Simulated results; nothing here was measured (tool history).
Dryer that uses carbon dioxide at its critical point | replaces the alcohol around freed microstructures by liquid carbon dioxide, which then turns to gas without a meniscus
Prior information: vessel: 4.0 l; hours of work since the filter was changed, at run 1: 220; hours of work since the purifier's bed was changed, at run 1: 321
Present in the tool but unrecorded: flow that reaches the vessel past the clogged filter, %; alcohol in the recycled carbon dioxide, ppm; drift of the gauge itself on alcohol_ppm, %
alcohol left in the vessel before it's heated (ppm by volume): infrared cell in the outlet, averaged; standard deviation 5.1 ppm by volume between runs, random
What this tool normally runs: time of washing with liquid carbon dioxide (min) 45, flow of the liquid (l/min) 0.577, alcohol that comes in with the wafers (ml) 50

run	hour	time of washing with liquid carbon dioxide (min)	flow of the liquid (l/min)	alcohol that comes in with the wafers (ml)	hours of work since the filter was changed	hours of work since the purifier's bed was changed	alcohol left in the vessel before it's heated (ppm by volume)
1	0	45	0.577	50	220	321	179
2	25.9	31	0.577	50	240	342	513
3	50.8	31	0.576	50	260	361	527
4	75.4	31	0.576	50	280	381	533
5	107	31	0.576	50	305	406	571
6	130.9	31	0.576	50	323	425	554
7	151.8	31	0.576	50	340	441	597
8	183.6	45	0.577	65	365	466	270
9	216.2	45	0.577	65	391	492	282
10	238.1	45	0.577	24	408	509	189
# hour 241.4: inlet filter changed
11	269.1	45	0.577	50	22	533	205
12	302.6	45	0.577	50	48	560	212
13	340	45	0.577	50	78	589	203
14	366.4	45	0.385	50	99	610	548
15	393.8	45	0.577	98	120	632	301
16	416.5	45	0.577	98	138	650	314
17	439.9	45	0.577	98	157	668	319
18	464.1	45	0.577	98	176	687	326
19	481.6	45	0.577	98	190	701	338
20	503.2	45	0.577	98	207	718	348
21	539.3	45	0.577	98	235	747	370
22	569.9	45	0.577	98	259	771	391
23	603.2	45	0.577	98	286	797	404
24	628.6	53	0.577	50	306	817	254
25	654.4	43	0.349	21	326	838	554
26	689.6	29	0.57	21	354	865	483
27	721.8	51	0.57	45	379	891	284
28	748.1	65	0.57	22	400	912	236
# hour 759.7: inlet filter changed
29	783	65	0.57	22	18	938	228
30	813.3	65	0.57	22	42	962	253
31	830.7	57	0.73	95	56	976	242

Forecast run 32:
32	858.1	57	0.357	81	78	998	?

alcohol left in the vessel before it's heated (ppm by volume): 568
Minus the tool's unlogged condition, the same run would have read alcohol left in the vessel before it's heated (ppm by volume) 287.

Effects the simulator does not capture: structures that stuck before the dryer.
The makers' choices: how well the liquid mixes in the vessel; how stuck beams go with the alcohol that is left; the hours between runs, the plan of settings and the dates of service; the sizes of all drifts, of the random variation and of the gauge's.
